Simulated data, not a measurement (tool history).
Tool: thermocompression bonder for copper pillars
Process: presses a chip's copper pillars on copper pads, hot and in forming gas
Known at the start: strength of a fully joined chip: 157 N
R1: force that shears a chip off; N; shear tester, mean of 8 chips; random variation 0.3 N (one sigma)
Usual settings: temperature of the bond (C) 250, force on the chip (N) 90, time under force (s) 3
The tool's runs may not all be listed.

run 1 hour=0.0 | temperature_of_the_bond_(C)=250 force_on_the_chip_(N)=90 time_under_force_(s)=3 | R1=56.3
run 2 hour=73.7 | temperature_of_the_bond_(C)=250 force_on_the_chip_(N)=90 time_under_force_(s)=3 | R1=56.1
run 3 hour=117.0 | temperature_of_the_bond_(C)=250 force_on_the_chip_(N)=90 time_under_force_(s)=3 | R1=56.6
run 4 hour=191.5 | temperature_of_the_bond_(C)=271 force_on_the_chip_(N)=90 time_under_force_(s)=3 | R1=70.5
run 5 hour=230.4 | temperature_of_the_bond_(C)=271 force_on_the_chip_(N)=90 time_under_force_(s)=3 | R1=70.9
run 6 hour=273.4 | temperature_of_the_bond_(C)=271 force_on_the_chip_(N)=90 time_under_force_(s)=3 | R1=70.9
run 7 hour=322.7 | temperature_of_the_bond_(C)=271 force_on_the_chip_(N)=90 time_under_force_(s)=3 | R1=71.0
run 8 hour=379.9 | temperature_of_the_bond_(C)=250 force_on_the_chip_(N)=90 time_under_force_(s)=8 | R1=81.4
-- hour=413.2 forming gas filter changed
run 9 hour=442.8 | temperature_of_the_bond_(C)=250 force_on_the_chip_(N)=58 time_under_force_(s)=3 | R1=38.8
run 10 hour=491.8 | temperature_of_the_bond_(C)=250 force_on_the_chip_(N)=58 time_under_force_(s)=3 | R1=38.8
run 11 hour=562.7 | temperature_of_the_bond_(C)=250 force_on_the_chip_(N)=58 time_under_force_(s)=6 | R1=51.5
run 12 hour=616.4 | temperature_of_the_bond_(C)=250 force_on_the_chip_(N)=58 time_under_force_(s)=5 | R1=48.1
run 13 hour=671.9 | temperature_of_the_bond_(C)=250 force_on_the_chip_(N)=58 time_under_force_(s)=5 | R1=48.4
run 14 hour=759.4 | temperature_of_the_bond_(C)=250 force_on_the_chip_(N)=90 time_under_force_(s)=3 | R1=56.8
run 15 hour=828.0 | temperature_of_the_bond_(C)=251 force_on_the_chip_(N)=90 time_under_force_(s)=2 | R1=48.9
-- hour=833.8 forming gas filter changed
run 16 hour=904.4 | temperature_of_the_bond_(C)=250 force_on_the_chip_(N)=87 time_under_force_(s)=4 | R1=62.1
run 17 hour=983.2 | temperature_of_the_bond_(C)=250 force_on_the_chip_(N)=87 time_under_force_(s)=4 | R1=62.2
-- hour=1010.4 force cell calibrated
run 18 hour=1037.0 | temperature_of_the_bond_(C)=250 force_on_the_chip_(N)=87 time_under_force_(s)=4 | R1=62.9
run 19 hour=1098.9 | temperature_of_the_bond_(C)=250 force_on_the_chip_(N)=90 time_under_force_(s)=6 | R1=75.2
run 20 hour=1163.0 | temperature_of_the_bond_(C)=250 force_on_the_chip_(N)=90 time_under_force_(s)=6 | R1=75.2
run 21 hour=1219.2 | temperature_of_the_bond_(C)=239 force_on_the_chip_(N)=68 time_under_force_(s)=6 | R1=52.5
-- hour=1257.3 forming gas filter changed
-- hour=1291.0 gauge calibrated
run 22 hour=1291.0 | temperature_of_the_bond_(C)=250 force_on_the_chip_(N)=90 time_under_force_(s)=3 | R1=56.4
run 23 hour=1336.4 | temperature_of_the_bond_(C)=237 force_on_the_chip_(N)=87 time_under_force_(s)=2 | R1=39.4
run 24 hour=1394.6 | temperature_of_the_bond_(C)=237 force_on_the_chip_(N)=87 time_under_force_(s)=2 | R1=39.1
run 25 hour=1469.1 | temperature_of_the_bond_(C)=276 force_on_the_chip_(N)=90 time_under_force_(s)=3 | R1=74.4
run 26 hour=1514.4 | temperature_of_the_bond_(C)=271 force_on_the_chip_(N)=90 time_under_force_(s)=6 | R1=90.1

4 ways to go on from here, each from the tool as it stands after run 26. What would each give?
run A hour=1594.4 | temperature_of_the_bond_(C)=260 force_on_the_chip_(N)=106 time_under_force_(s)=6 | R1=?
run B hour=1594.4 | temperature_of_the_bond_(C)=250 force_on_the_chip_(N)=66 time_under_force_(s)=3 | R1=?
run C hour=1594.4 | temperature_of_the_bond_(C)=270 force_on_the_chip_(N)=74 time_under_force_(s)=2 | R1=?
run D hour=1594.4 | temperature_of_the_bond_(C)=263 force_on_the_chip_(N)=57 time_under_force_(s)=3 | R1=?

run=A R1=91.8
run=B R1=43.3
run=C R1=51.2
run=D R1=44.2
Without the tool's hidden state the same runs would have given:
run=A R1=91.1
run=B R1=42.9
run=C R1=50.7
run=D R1=43.8

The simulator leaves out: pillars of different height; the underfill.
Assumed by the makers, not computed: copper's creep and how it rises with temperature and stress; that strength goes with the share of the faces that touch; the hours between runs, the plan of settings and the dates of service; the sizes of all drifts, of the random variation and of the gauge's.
